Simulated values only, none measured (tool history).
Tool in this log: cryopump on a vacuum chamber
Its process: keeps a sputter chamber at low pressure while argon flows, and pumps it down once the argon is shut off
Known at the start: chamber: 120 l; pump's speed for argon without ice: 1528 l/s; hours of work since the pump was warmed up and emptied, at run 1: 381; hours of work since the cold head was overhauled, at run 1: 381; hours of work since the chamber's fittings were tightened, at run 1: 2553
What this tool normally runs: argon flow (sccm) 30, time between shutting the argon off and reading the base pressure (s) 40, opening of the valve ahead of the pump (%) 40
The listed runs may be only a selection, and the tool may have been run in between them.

run,hour,argon flow (sccm),time between shutting the argon off and reading the base pressure (s),opening of the valve ahead of the pump (%),hours of work since the pump was warmed up and emptied,hours of work since the cold head was overhauled,hours of work since the chamber's fittings were tightened,pressure while argon flows (Pa),pressure after the wait (uPa)
1,0.0,30,40,40,381,381,2553,0.0892,3.43
2,8.0,30,40,40,386,386,2559,0.0898,3.49
3,20.2,24,40,40,395,395,2568,0.0729,3.48
4,27.7,24,40,40,401,401,2573,0.0707,3.34
5,40.5,37,40,40,410,410,2583,0.1104,3.46
6,49.1,37,40,40,417,417,2589,0.1099,3.56
7,56.7,17,40,40,422,422,2595,0.0511,3.52
8,74.6,17,40,40,435,435,2608,0.0509,3.55
9,83.4,30,40,19,442,442,2614,0.1815,3.54
10,101.4,30,40,19,455,455,2628,0.1814,3.58
11,113.2,30,40,26,464,464,2636,0.1354,3.52
12,128.1,30,95,26,475,475,2647,0.1360,2.29
13,137.9,30,95,26,482,482,2654,0.1350,2.29
14,156.0,30,95,26,495,495,2668,0.1355,2.34
15,169.5,38,80,17,505,505,2678,0.2585,2.51
16,183.2,38,80,17,515,515,2688,0.2571,2.51
17,197.9,23,133,21,526,526,2699,0.1278,2.03
18,206.0,30,77,56,532,532,2705,0.0670,2.58
19,218.6,30,77,56,541,541,2714,0.0675,2.53
20,233.7,30,77,56,553,553,2725,0.0683,2.57
21,251.0,34,25,56,565,565,2738,0.0769,5.08
22,263.5,30,40,54,574,574,2747,0.0703,3.67
23,275.0,19,196,54,583,583,2755,0.0450,1.96

Forecast run 24:
24,286.4,36,28,48,591,591,2764,?,?

For run 24 the tool returned pressure while argon flows (Pa) 0.0946, pressure after the wait (uPa) 4.51.
Had the tool carried no hidden state, the very same run would have given pressure while argon flows (Pa) 0.0830, pressure after the wait (uPa) 3.23.
